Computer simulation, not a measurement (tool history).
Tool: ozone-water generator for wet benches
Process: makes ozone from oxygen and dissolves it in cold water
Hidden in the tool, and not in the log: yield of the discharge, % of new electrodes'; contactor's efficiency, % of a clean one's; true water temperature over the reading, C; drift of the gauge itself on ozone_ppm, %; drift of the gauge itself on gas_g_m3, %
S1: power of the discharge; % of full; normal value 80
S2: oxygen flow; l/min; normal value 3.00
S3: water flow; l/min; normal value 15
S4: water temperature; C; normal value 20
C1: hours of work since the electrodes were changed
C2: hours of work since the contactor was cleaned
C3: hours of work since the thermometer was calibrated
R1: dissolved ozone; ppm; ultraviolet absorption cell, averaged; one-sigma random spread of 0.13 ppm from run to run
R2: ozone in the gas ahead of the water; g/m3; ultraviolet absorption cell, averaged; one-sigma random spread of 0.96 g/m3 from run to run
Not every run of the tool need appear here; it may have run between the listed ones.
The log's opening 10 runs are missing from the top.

| run | day | S1 | S2 | S3 | S4 | C1 | C2 | C3 | R1 | R2 |
|---|---|---|---|---|---|---|---|---|---|---|
| 11 | 64.104 | 80 | 3.00 | 15 | 20 | 6025 | 4195 | 3825 | 9.7 | 115.6 |
| 12 | 71.062 | 80 | 3.00 | 15 | 20 | 6130 | 4300 | 3929 | 9.8 | 114.6 |
|  | 72.908 | contactor cleaned |
| 13 | 76.367 | 80 | 3.00 | 20 | 20 | 6207 | 52 | 4007 | 8.2 | 113.7 |
| 14 | 82.954 | 80 | 2.56 | 20 | 20 | 6306 | 151 | 4106 | 7.7 | 121.1 |
| 15 | 90.058 | 80 | 3.00 | 15 | 27 | 6413 | 258 | 4213 | 9.1 | 111.6 |
| 16 | 99.546 | 80 | 3.00 | 15 | 27 | 6556 | 401 | 4356 | 9.2 | 111.0 |
| 17 | 103.558 | 80 | 3.00 | 15 | 27 | 6617 | 462 | 4417 | 9.0 | 111.4 |
|  | 110.100 | water thermometer calibrated |
| 18 | 113.192 | 55 | 2.18 | 11 | 19 | 6761 | 607 | 47 | 10.0 | 104.3 |
| 19 | 121.233 | 96 | 3.00 | 14 | 20 | 6883 | 728 | 168 | 11.3 | 118.9 |
|  | 125.162 | electrodes of the discharge changed |
| 20 | 130.367 | 96 | 3.00 | 14 | 20 | 78 | 862 | 302 | 17.8 | 189.1 |
| 21 | 137.575 | 62 | 2.73 | 10 | 13 | 187 | 970 | 410 | 18.0 | 141.0 |
| 22 | 142.896 | 64 | 2.68 | 17 | 13 | 267 | 1050 | 490 | 11.5 | 145.6 |

Run 23 has not been measured yet. What should we expect?
| 23 | 147.050 | 64 | 2.68 | 17 | 13 | 330 | 1113 | 553 | ? | ? |

R1: 11.8 ppm
R2: 145.4 g/m3
The same run, on a tool lacking any hidden state, would have yielded R1 12.1 ppm, R2 145.3 g/m3.
